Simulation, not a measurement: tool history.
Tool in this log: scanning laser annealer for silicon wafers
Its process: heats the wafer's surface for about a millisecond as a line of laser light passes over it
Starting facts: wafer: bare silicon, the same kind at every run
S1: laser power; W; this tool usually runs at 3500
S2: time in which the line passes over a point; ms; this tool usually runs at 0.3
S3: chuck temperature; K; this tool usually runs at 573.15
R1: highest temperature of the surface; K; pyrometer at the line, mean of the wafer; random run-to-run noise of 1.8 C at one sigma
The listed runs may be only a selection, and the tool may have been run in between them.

run,hour,S1,S2,S3,R1
1,0,3500,0.3,573.15,1320.15
2,12.6,3500,0.318,573.15,1341.15
3,20.9,3500,0.318,573.15,1338.15
4,38,3500,0.318,573.15,1337.15
5,54.9,3500,0.3,571.15,1317.15
6,65.6,3500,0.216,573.15,1206.15
7,73.7,3500,0.3,573.15,1319.15
8,81.7,3500,0.3,560.15,1300.15
9,91.5,3500,0.3,560.15,1305.15
10,110.6,3500,0.3,560.15,1304.15
11,125.2,3500,0.3,573.15,1319.15
12,137.1,3153,0.3,573.15,1246.15
13,151,3153,0.3,573.15,1249.15
14,161,3500,0.3,537.15,1278.15
15,169.9,3500,0.22,573.15,1208.15
16,180.8,3500,0.3,573.15,1317.15
17,189.1,3500,0.3,573.15,1313.15
18,199.7,3500,0.3,611.15,1355.15
19,211.1,3500,0.3,611.15,1353.15
20,223.2,3239,0.36,573.15,1329.15
# hour 229.7: optics aligned, line set to its width
21,242.7,3768,0.354,573.15,1430.15
22,258.8,3768,0.354,573.15,1427.15
23,267,3268,0.3,573.15,1264.15
# hour 279.7: optics aligned, line set to its width, once more
24,287.4,2984,0.323,538.15,1210.15
25,296.1,2984,0.323,538.15,1207.15
26,313.3,3500,0.346,577.15,1378.15
27,322.5,3391,0.248,611.15,1270.15
28,332.9,3391,0.363,536.15,1331.15
29,349.7,3391,0.363,536.15,1331.15
30,365.8,3391,0.363,536.15,1332.15
31,383.7,3391,0.363,536.15,1330.15
32,397,3399,0.327,589.15,1347.15
33,416.2,3703,0.293,573.15,1349.15
34,425,3463,0.3,573.15,1310.15

For each run, the measured value with the value that run would have given without the tool's hidden condition subtracted. The run-to-run variation is shared by both, the gauge scatter possibly not:
The tool's hidden condition here consists of: light that passes the window, % of a clean one's; laser's true power over the reading, %; width of the line over the set one, %; drift of the gauge itself on peak_c, C.
run,R1
1,-16
2,-16
3,-16
4,-17
5,-17
6,-14
7,-16
8,-17
9,-17
10,-17
11,-18
12,-16
13,-16
14,-18
15,-15
16,-19
17,-18
18,-18
19,-19
20,-20
21,-27
22,-27
23,-22
24,-12
25,-13
26,-15
27,-12
28,-15
29,-15
30,-15
31,-16
32,-16
33,-17
34,-16

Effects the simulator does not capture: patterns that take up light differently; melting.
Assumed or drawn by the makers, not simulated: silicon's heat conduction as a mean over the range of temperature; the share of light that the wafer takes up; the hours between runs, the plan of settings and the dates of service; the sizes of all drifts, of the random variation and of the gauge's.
